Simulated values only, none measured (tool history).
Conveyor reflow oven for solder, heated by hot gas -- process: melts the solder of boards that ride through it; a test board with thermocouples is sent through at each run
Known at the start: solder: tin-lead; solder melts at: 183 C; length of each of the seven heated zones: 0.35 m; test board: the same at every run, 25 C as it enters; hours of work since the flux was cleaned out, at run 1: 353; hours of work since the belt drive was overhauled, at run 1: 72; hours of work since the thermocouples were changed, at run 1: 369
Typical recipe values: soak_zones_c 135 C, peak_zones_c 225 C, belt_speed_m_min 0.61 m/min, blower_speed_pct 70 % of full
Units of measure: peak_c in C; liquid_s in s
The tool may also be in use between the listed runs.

run   hour  soak_zones_c  peak_zones_c  belt_speed_m_min  blower_speed_pct  hours of work since the flux was cleaned out  hours of work since the belt drive was overhauled  hours of work since the thermocouples were changed  peak_c  liquid_s
  1      0           135           225              0.61                70                                           353                                                 72                                                 369   212.2        47
  2    8.7           135           225              0.61                70                                           358                                                 77                                                 374   211.6      46.2
  3   25.2           135           225              0.61                70                                           368                                                 87                                                 384     212      47.2
  4   33.3           135           225              0.61                70                                           373                                                 92                                                 389   211.8      46.4
      39.5  -- flux residue cleaned out of gas plates and filters
  5   53.6           135           225              0.61                70                                             9                                                101                                                 398     213      48.7
  6   68.4           135           225              0.61                70                                            17                                                110                                                 407   213.3      48.2
  7   80.2           135           225              0.61                69                                            25                                                117                                                 414   212.2      48.4
  8   98.9           135           225              0.61                69                                            36                                                128                                                 425   213.4      48.3
  9  110.7           135           225              0.61                70                                            43                                                135                                                 433   213.4      48.5
 10  124.6           135           225              0.61                70                                            51                                                144                                                 441   213.2      48.2
 11  143.6           135           225              0.61                70                                            63                                                155                                                 452   213.1      48.6
 12  156.7           135           225              0.61                70                                            71                                                163                                                 460   213.7      48.4
 13  170.5           135           225              0.61                70                                            79                                                171                                                 469   213.5      47.9
 14  186.4           135           225              0.61                70                                            89                                                181                                                 478   213.1      48.6
 15  203.8           144           233             0.651                67                                            99                                                192                                                 489     219      50.5
 16  216.5           144           233             0.651                67                                           107                                                199                                                 496   218.4      50.7
 17  229.3           135           225              0.61                52                                           115                                                207                                                 504   206.2      40.5
 18    246           135           235              0.61                70                                           125                                                217                                                 514   222.2      54.4
 19  261.6           135           235              0.61                70                                           134                                                226                                                 524   221.9      53.7
 20  278.2           135           235             0.683                55                                           144                                                236                                                 534   211.1        40
 21  290.1           135           235             0.683                55                                           151                                                244                                                 541   211.9        40
 22  303.7           135           235             0.584                60                                           160                                                252                                                 549   219.9        55
 23  322.3           135           225             0.499                70                                           171                                                263                                                 560     219      64.7
 24  334.4           134           215             0.655                63                                           178                                                270                                                 568   200.6      31.5
 25  351.3           134           215             0.655                63                                           188                                                281                                                 578   200.4      32.1
 26  367.1           131           215             0.655                63                                           198                                                290                                                 587   199.6      30.7
 27  378.5           131           215              0.68                85                                           205                                                297                                                 594   204.7      36.2
 28  391.1           144           236             0.555                73                                           212                                                305                                                 602     228      66.1

Results for each run, recomputed without the tool's hidden state and with each run's random variation untouched:
Unlogged tool condition in this case: heat that the gas passes to the board, % of a clean oven's; belt's true speed, % of the reading; true gas temperature in zones 6 and 7 over the reading, C; drift of the gauge itself on peak_c, C; drift of the gauge itself on liquid_s, %.
run  peak_c  liquid_s
  1   211.7      46.9
  2     211      46.2
  3   211.5      47.2
  4   211.3      46.4
  5   211.2      47.4
  6   211.6      46.9
  7   210.4      47.1
  8   211.6      46.9
  9   211.7      47.1
 10   211.4      46.8
 11   211.3      47.2
 12   211.9        47
 13   211.8      46.6
 14   211.3      47.2
 15   217.3      49.4
 16   216.7      49.6
 17   204.5      38.8
 18   220.5      53.3
 19   220.2      52.6
 20   209.5      38.8
 21   210.3      38.8
 22   218.2      53.7
 23     217      63.3
 24     199      29.7
 25   198.8      30.3
 26     198      28.9
 27     203      34.9
 28     226      64.9
